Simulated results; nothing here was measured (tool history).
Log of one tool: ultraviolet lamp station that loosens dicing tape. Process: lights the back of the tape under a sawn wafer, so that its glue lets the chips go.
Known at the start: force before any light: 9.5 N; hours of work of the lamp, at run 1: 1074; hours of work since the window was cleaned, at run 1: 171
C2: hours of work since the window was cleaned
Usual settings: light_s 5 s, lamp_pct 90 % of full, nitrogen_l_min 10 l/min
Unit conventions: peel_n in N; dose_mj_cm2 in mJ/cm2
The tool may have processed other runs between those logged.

Run 1, hour 0.0: usual settings; hours of work of the lamp 1074; C2 171. Result: peel_n 0.493 N, dose_mj_cm2 191 mJ/cm2.
Run 2, hour 66.4: usual settings but nitrogen_l_min 11 l/min; hours of work of the lamp 1112; C2 209. Result: peel_n 0.543 N, dose_mj_cm2 191 mJ/cm2.
Run 3, hour 99.4: usual settings but light_s 7 s; hours of work of the lamp 1131; C2 228. Result: peel_n 0.278 N, dose_mj_cm2 261 mJ/cm2.
Run 4, hour 141.3: usual settings but light_s 7 s; hours of work of the lamp 1155; C2 252. Result: peel_n 0.279 N, dose_mj_cm2 258 mJ/cm2.
Run 5, hour 211.0: usual settings but light_s 4 s; hours of work of the lamp 1195; C2 292. Result: peel_n 0.971 N, dose_mj_cm2 147 mJ/cm2.
Run 6, hour 285.2: usual settings but light_s 4 s; hours of work of the lamp 1238; C2 334. Result: peel_n 1.010 N, dose_mj_cm2 143 mJ/cm2.
Run 7, hour 333.5: usual settings but light_s 4 s; hours of work of the lamp 1265; C2 362. Result: peel_n 1.061 N, dose_mj_cm2 141 mJ/cm2.
Run 8, hour 401.2: usual settings but nitrogen_l_min 4 l/min; hours of work of the lamp 1304; C2 401. Result: peel_n 1.175 N, dose_mj_cm2 170 mJ/cm2.
Run 9, hour 452.1: usual settings but light_s 8 s; hours of work of the lamp 1333; C2 430. Result: peel_n 0.252 N, dose_mj_cm2 268 mJ/cm2.
Run 10, hour 513.1: usual settings but light_s 8 s; hours of work of the lamp 1368; C2 465. Result: peel_n 0.265 N, dose_mj_cm2 269 mJ/cm2.
Run 11, hour 567.2: usual settings but light_s 8 s; hours of work of the lamp 1399; C2 496. Result: peel_n 0.268 N, dose_mj_cm2 262 mJ/cm2.
At hour 590.7: lamp changed.
Run 12, hour 629.7: usual settings but light_s 8 s, nitrogen_l_min 13 l/min; hours of work of the lamp 22; C2 532. Result: peel_n 0.164 N, dose_mj_cm2 369 mJ/cm2.
At hour 642.4: window cleaned of glue's vapour.
Run 13, hour 678.5: usual settings but light_s 8 s, nitrogen_l_min 13 l/min; hours of work of the lamp 50; C2 21. Result: peel_n 0.173 N, dose_mj_cm2 358 mJ/cm2.
Run 14, hour 732.3: usual settings but light_s 8 s, nitrogen_l_min 13 l/min; hours of work of the lamp 81; C2 52. Result: peel_n 0.175 N, dose_mj_cm2 349 mJ/cm2.
Run 15, hour 777.7: usual settings but light_s 8 s, nitrogen_l_min 13 l/min; hours of work of the lamp 107; C2 78. Result: peel_n 0.167 N, dose_mj_cm2 341 mJ/cm2.
Run 16, hour 819.4: usual settings but light_s 8 s, nitrogen_l_min 13 l/min; hours of work of the lamp 131; C2 102. Result: peel_n 0.174 N, dose_mj_cm2 338 mJ/cm2.
Run 17, hour 863.1: usual settings; hours of work of the lamp 156; C2 127. Result: peel_n 0.442 N, dose_mj_cm2 208 mJ/cm2.
Run 18, hour 929.4: usual settings; hours of work of the lamp 194; C2 165. Result: peel_n 0.437 N, dose_mj_cm2 210 mJ/cm2.
Run 19, hour 989.7: usual settings but nitrogen_l_min 4 l/min; hours of work of the lamp 229; C2 199. Result: peel_n 0.834 N, dose_mj_cm2 198 mJ/cm2.
At hour 1009.1: window cleaned of glue's vapour, once more.
Run 20, hour 1033.2: usual settings but nitrogen_l_min 4 l/min; hours of work of the lamp 253; C2 14. Result: peel_n 0.509 N, dose_mj_cm2 250 mJ/cm2.
Run 21, hour 1071.5: usual settings; hours of work of the lamp 275; C2 36. Result: peel_n 0.307 N, dose_mj_cm2 251 mJ/cm2.
Run 22, hour 1129.7: usual settings but light_s 9 s; hours of work of the lamp 309; C2 69. Result: peel_n 0.153 N, dose_mj_cm2 438 mJ/cm2.
Run 23, hour 1174.0: usual settings but light_s 6 s, lamp_pct 99 % of full; hours of work of the lamp 334; C2 95. Result: peel_n 0.201 N, dose_mj_cm2 320 mJ/cm2.
Run 24, hour 1228.4: usual settings but light_s 3 s, lamp_pct 62 % of full, nitrogen_l_min 3 l/min; hours of work of the lamp 365; C2 126. Result: peel_n 3.060 N, dose_mj_cm2 96 mJ/cm2.
Run 25, hour 1290.0: usual settings but light_s 3 s, lamp_pct 62 % of full, nitrogen_l_min 3 l/min; hours of work of the lamp 401; C2 161. Result: peel_n 3.130 N, dose_mj_cm2 95 mJ/cm2.
Run 26, hour 1329.9: usual settings but lamp_pct 68 % of full; hours of work of the lamp 423; C2 184. Result: peel_n 0.656 N, dose_mj_cm2 177 mJ/cm2.
Run 27, hour 1394.8: usual settings but light_s 8 s, nitrogen_l_min 13 l/min; hours of work of the lamp 461; C2 221. Result: peel_n 0.173 N, dose_mj_cm2 362 mJ/cm2.
Run 28, hour 1461.9: usual settings but light_s 4 s, lamp_pct 96 % of full, nitrogen_l_min 13 l/min; hours of work of the lamp 499; C2 260. Result: peel_n 0.452 N, dose_mj_cm2 193 mJ/cm2.
Run 29, hour 1512.7: usual settings but lamp_pct 96 % of full, nitrogen_l_min 6 l/min; hours of work of the lamp 528; C2 289. Result: peel_n 0.469 N, dose_mj_cm2 236 mJ/cm2.
Run 30, hour 1559.2: usual settings but lamp_pct 96 % of full, nitrogen_l_min 6 l/min; hours of work of the lamp 555; C2 316. Result: peel_n 0.454 N, dose_mj_cm2 233 mJ/cm2.
Run 31, hour 1616.8: usual settings but lamp_pct 91 % of full, nitrogen_l_min 5 l/min; hours of work of the lamp 588; C2 349. Result: peel_n 0.621 N, dose_mj_cm2 216 mJ/cm2.
Run 32, hour 1674.0: usual settings but lamp_pct 85 % of full, nitrogen_l_min 8 l/min; hours of work of the lamp 621; C2 381. Result: peel_n 0.549 N, dose_mj_cm2 202 mJ/cm2.
Run 33, hour 1710.1: usual settings but lamp_pct 82 % of full, nitrogen_l_min 13 l/min; hours of work of the lamp 642; C2 402. Result: peel_n 0.462 N, dose_mj_cm2 191 mJ/cm2.
Run 34, hour 1783.8: usual settings but lamp_pct 82 % of full, nitrogen_l_min 13 l/min; hours of work of the lamp 684; C2 444. Result: peel_n 0.486 N, dose_mj_cm2 184 mJ/cm2.
Run 35, hour 1826.1: usual settings but lamp_pct 98 % of full, nitrogen_l_min 3 l/min; hours of work of the lamp 708; C2 469. Result: peel_n 0.862 N, dose_mj_cm2 221 mJ/cm2.
Run 36, hour 1894.0: usual settings but light_s 3 s, lamp_pct 98 % of full; hours of work of the lamp 747; C2 508. Result: peel_n 1.237 N, dose_mj_cm2 128 mJ/cm2.
At hour 1950.1: window cleaned of glue's vapour.
Run 37, hour 1968.0: usual settings but light_s 3 s, lamp_pct 71 % of full, nitrogen_l_min 12 l/min; hours of work of the lamp 789; C2 10. Result: peel_n 1.640 N, dose_mj_cm2 108 mJ/cm2.
Run 38, hour 2031.2: usual settings but light_s 8 s; hours of work of the lamp 826; C2 47. Result: peel_n 0.179 N, dose_mj_cm2 347 mJ/cm2.
Run 39, hour 2107.5: usual settings but light_s 6 s, lamp_pct 76 % of full, nitrogen_l_min 13 l/min; hours of work of the lamp 869; C2 90. Result: peel_n 0.370 N, dose_mj_cm2 219 mJ/cm2.

The next listed run, before its measurement:
Run 40, hour 2146.7: usual settings but light_s 6 s, lamp_pct 76 % of full, nitrogen_l_min 13 l/min; hours of work of the lamp 892; C2 113. Result: peel_n ?, dose_mj_cm2 ?.

peel_n: 0.374 N
dose_mj_cm2: 216 mJ/cm2
Minus the tool's unlogged condition, the same run would have read peel_n 0.235 N, dose_mj_cm2 275 mJ/cm2.

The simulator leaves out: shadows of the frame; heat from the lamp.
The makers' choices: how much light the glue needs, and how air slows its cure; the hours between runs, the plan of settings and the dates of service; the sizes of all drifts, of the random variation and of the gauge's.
